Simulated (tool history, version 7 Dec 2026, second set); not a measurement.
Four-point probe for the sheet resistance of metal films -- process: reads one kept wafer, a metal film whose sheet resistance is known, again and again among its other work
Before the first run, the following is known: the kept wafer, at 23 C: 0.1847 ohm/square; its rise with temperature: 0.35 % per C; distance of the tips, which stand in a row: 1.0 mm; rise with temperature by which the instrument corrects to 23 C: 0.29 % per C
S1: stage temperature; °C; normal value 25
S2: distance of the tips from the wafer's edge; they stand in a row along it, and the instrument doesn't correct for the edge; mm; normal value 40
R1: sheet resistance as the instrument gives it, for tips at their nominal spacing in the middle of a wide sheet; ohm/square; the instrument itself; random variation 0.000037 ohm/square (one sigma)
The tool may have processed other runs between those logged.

{"run": 1, "hour": 0.0, "S1": 25, "S2": 40, "R1": 0.184896}
{"run": 2, "hour": 10.6, "S1": 25, "S2": 16, "R1": 0.185252}
{"run": 3, "hour": 18.0, "S1": 25, "S2": 28, "R1": 0.184934}
{"run": 4, "hour": 27.3, "S1": 25, "S2": 28, "R1": 0.184948}
{"run": 5, "hour": 43.8, "S1": 25, "S2": 28, "R1": 0.184975}
{"run": 6, "hour": 58.9, "S1": 25, "S2": 40, "R1": 0.184929}
{"run": 7, "hour": 68.7, "S1": 34, "S2": 40, "R1": 0.185928}
{"run": 8, "hour": 80.0, "S1": 25, "S2": 3, "R1": 0.195188}
{"run": 9, "hour": 94.7, "S1": 25, "S2": 3, "R1": 0.195189}
{"run": 10, "hour": 108.1, "S1": 19, "S2": 3, "R1": 0.194438}
{"run": 11, "hour": 123.6, "S1": 25, "S2": 7, "R1": 0.18687}
{"run": 12, "hour": 132.2, "S1": 23, "S2": 4, "R1": 0.190647}
{"run": 13, "hour": 139.4, "S1": 32, "S2": 10, "R1": 0.186597}
{"run": 14, "hour": 156.6, "S1": 28, "S2": 42, "R1": 0.185259}
{"run": 15, "hour": 167.7, "S1": 28, "S2": 42, "R1": 0.185238}
{"run": 16, "hour": 178.9, "S1": 28, "S2": 42, "R1": 0.185204}

Forecast run 17:
{"run": 17, "hour": 191.2, "S1": 28, "S2": 42, "R1": "?"}

Run 17 measured R1 0.185214 ohm/square.
Were there no unlogged condition in the tool, this run, its random variation unchanged, would have produced R1 0.185329 ohm/square.

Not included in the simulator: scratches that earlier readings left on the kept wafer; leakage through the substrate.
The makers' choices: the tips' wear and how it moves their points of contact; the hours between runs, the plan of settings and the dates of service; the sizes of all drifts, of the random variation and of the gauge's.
